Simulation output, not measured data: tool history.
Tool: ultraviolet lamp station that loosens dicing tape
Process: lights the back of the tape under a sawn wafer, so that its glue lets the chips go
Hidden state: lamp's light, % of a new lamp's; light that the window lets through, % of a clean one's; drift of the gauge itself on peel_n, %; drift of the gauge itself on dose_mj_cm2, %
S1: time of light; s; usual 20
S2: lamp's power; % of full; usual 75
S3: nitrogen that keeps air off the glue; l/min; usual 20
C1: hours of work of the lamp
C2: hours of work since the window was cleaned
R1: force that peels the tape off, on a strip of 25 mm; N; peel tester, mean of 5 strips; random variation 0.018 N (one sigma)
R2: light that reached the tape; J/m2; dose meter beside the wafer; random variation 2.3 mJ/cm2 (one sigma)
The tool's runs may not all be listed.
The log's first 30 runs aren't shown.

{"hour": 328.2, "done": "window cleaned of glue's vapour"}
{"run": 31, "hour": 333.9, "S1": 11, "S2": 68, "S3": 18, "C1": 377, "C2": 3, "R1": 2.723, "R2": 990}
{"run": 32, "hour": 343.8, "S1": 20, "S2": 70, "S3": 31, "C1": 383, "C2": 8, "R1": 1.052, "R2": 1870}
{"run": 33, "hour": 350.9, "S1": 20, "S2": 75, "S3": 17, "C1": 386, "C2": 12, "R1": 1.186, "R2": 1990}
{"run": 34, "hour": 365.3, "S1": 20, "S2": 75, "S3": 17, "C1": 394, "C2": 20, "R1": 1.188, "R2": 1990}
{"run": 35, "hour": 375.4, "S1": 11, "S2": 79, "S3": 9, "C1": 400, "C2": 25, "R1": 2.987, "R2": 1190}
{"hour": 379.7, "done": "window cleaned of glue's vapour, once more"}
{"run": 36, "hour": 385.5, "S1": 18, "S2": 95, "S3": 17, "C1": 405, "C2": 3, "R1": 0.865, "R2": 2380}
{"run": 37, "hour": 400.7, "S1": 18, "S2": 95, "S3": 17, "C1": 413, "C2": 11, "R1": 0.86, "R2": 2340}
{"run": 38, "hour": 416.9, "S1": 23, "S2": 66, "S3": 21, "C1": 422, "C2": 20, "R1": 0.967, "R2": 2090}
{"run": 39, "hour": 426.1, "S1": 23, "S2": 66, "S3": 21, "C1": 426, "C2": 25, "R1": 0.957, "R2": 2110}
{"run": 40, "hour": 436.8, "S1": 23, "S2": 61, "S3": 11, "C1": 432, "C2": 31, "R1": 1.56, "R2": 1990}
{"run": 41, "hour": 448.1, "S1": 17, "S2": 75, "S3": 20, "C1": 438, "C2": 37, "R1": 1.342, "R2": 1750}
{"run": 42, "hour": 461.9, "S1": 17, "S2": 75, "S3": 20, "C1": 446, "C2": 44, "R1": 1.362, "R2": 1720}
{"run": 43, "hour": 477.2, "S1": 20, "S2": 83, "S3": 21, "C1": 454, "C2": 52, "R1": 0.842, "R2": 2270}
{"run": 44, "hour": 491.1, "S1": 30, "S2": 83, "S3": 10, "C1": 461, "C2": 60, "R1": 0.591, "R2": 3420}

3 ways to go on from here, each from the tool as it stands after run 44. What would each give?
{"run": "A", "hour": 505.5, "S1": 20, "S2": 75, "S3": 8, "C1": 469, "C2": 68, "R1": "?", "R2": "?"}
{"run": "B", "hour": 505.5, "S1": 20, "S2": 75, "S3": 23, "C1": 469, "C2": 68, "R1": "?", "R2": "?"}
{"run": "C", "hour": 505.5, "S1": 30, "S2": 91, "S3": 13, "C1": 469, "C2": 68, "R1": "?", "R2": "?"}

run=A R1=1.625 R2=2030
run=B R1=0.985 R2=2040
run=C R1=0.393 R2=3690
Without the tool's hidden state the same runs would have given:
run=A R1=1.368 R2=2290
run=B R1=0.79 R2=2300
run=C R1=0.303 R2=4160
